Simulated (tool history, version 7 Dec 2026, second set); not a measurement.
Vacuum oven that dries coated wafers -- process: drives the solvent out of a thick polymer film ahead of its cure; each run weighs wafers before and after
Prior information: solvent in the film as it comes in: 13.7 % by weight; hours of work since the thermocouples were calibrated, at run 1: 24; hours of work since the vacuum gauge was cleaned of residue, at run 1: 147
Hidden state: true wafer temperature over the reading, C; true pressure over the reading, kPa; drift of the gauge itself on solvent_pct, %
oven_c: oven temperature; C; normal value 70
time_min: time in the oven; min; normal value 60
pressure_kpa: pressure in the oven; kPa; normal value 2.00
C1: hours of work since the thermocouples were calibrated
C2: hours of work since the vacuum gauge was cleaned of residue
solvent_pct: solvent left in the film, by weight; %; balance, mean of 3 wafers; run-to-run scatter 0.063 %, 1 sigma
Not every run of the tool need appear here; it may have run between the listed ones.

Run 1, day 0.000: usual settings; C1 24; C2 147. Result: solvent_pct 4.06 %.
Run 2, day 0.517: usual settings but pressure_kpa 1.38 kPa; C1 34; C2 156. Result: solvent_pct 3.31 %.
Run 3, day 0.862: usual settings but pressure_kpa 1.38 kPa; C1 40; C2 163. Result: solvent_pct 3.38 %.
Run 4, day 1.346: usual settings but pressure_kpa 1.38 kPa; C1 49; C2 172. Result: solvent_pct 3.31 %.
Run 5, day 2.158: usual settings but pressure_kpa 1.38 kPa; C1 64; C2 187. Result: solvent_pct 3.27 %.
Run 6, day 2.596: usual settings but pressure_kpa 1.38 kPa; C1 73; C2 195. Result: solvent_pct 3.26 %.
Run 7, day 3.242: usual settings but oven_c 57 C, time_min 46 min; C1 85; C2 207. Result: solvent_pct 9.37 %.
At day 3.367: vacuum gauge cleaned of residue and calibrated.
Run 8, day 4.138: usual settings but oven_c 57 C, time_min 46 min; C1 100; C2 14. Result: solvent_pct 9.15 %.
Run 9, day 4.512: usual settings but oven_c 56 C, time_min 46 min; C1 107; C2 21. Result: solvent_pct 9.70 %.
Run 10, day 4.962: usual settings but oven_c 63 C, time_min 31 min, pressure_kpa 4.53 kPa; C1 116; C2 30. Result: solvent_pct 10.67 %.
At day 5.175: vacuum gauge cleaned of residue and calibrated, once more.
Run 11, day 5.571: usual settings but oven_c 63 C, time_min 31 min, pressure_kpa 4.53 kPa; C1 126; C2 7. Result: solvent_pct 10.46 %.
Run 12, day 6.117: usual settings but oven_c 63 C, time_min 31 min, pressure_kpa 4.53 kPa; C1 136; C2 18. Result: solvent_pct 10.19 %.

What if the next run were any one of these 4? Each begins from the tool's condition after run 12:
Run A, day 6.662: usual settings but time_min 98 min; C1 146; C2 28. Result: solvent_pct ?.
Run B, day 6.662: usual settings but oven_c 74 C, time_min 97 min, pressure_kpa 1.58 kPa; C1 146; C2 28. Result: solvent_pct ?.
Run C, day 6.662: usual settings but oven_c 61 C, time_min 82 min, pressure_kpa 2.38 kPa; C1 146; C2 28. Result: solvent_pct ?.
Run D, day 6.662: usual settings but oven_c 63 C, time_min 83 min, pressure_kpa 4.53 kPa; C1 146; C2 28. Result: solvent_pct ?.

run  solvent_pct
  A         2.87
  B         1.75
  C         6.60
  D         8.57
Without the tool's unlogged condition, the same runs would have read:
run  solvent_pct
  A         2.78
  B         1.69
  C         6.45
  D         8.41
